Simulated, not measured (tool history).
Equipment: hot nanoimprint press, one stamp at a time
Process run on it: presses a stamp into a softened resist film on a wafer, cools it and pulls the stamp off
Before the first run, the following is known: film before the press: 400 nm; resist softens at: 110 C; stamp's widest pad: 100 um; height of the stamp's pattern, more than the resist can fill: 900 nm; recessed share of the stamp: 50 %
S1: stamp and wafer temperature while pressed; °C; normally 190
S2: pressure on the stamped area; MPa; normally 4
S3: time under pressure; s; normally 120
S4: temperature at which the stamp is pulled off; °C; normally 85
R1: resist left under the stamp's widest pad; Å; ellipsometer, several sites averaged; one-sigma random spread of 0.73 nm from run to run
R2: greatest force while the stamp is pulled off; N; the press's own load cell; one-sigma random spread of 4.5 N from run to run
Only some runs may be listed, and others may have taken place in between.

run	hour	S1	S2	S3	S4	R1	R2
1	0	190	4	120	85	1816	234
2	13.5	190	4	120	85	1814	238
3	24.4	190	4	120	85	1828	246
4	43.4	190	4	120	85	1826	255
5	63.2	190	4	120	85	1835	250
6	83.2	190	4	120	85	1838	268
7	100	190	4	120	85	1833	257
8	109.3	190	4	120	85	1826	286
# hour 133.4: stamp cleaned and given a new release coat
9	135.5	190	4	120	85	1849	224
10	147	201	4	120	85	1306	230
11	165.2	201	4	120	85	1299	238
12	184.3	190	4	120	89	1839	214
13	202.5	190	4	174	89	1600	209
# hour 207: plate thermocouple calibrated
14	217.8	190	4	174	73	1609	334
15	238.1	190	4	174	73	1622	347
# hour 242.6: plate thermocouple calibrated, once more
16	252.6	186	4	120	85	2059	263

Run 17 is up next; what results do you expect?
17	270.2	196	4	111	85	?	?

{"run 17": {"R1": 1548, "R2": 267}}
The same run, on a tool lacking any hidden state, would have yielded R1 1512 Å, R2 222 N.
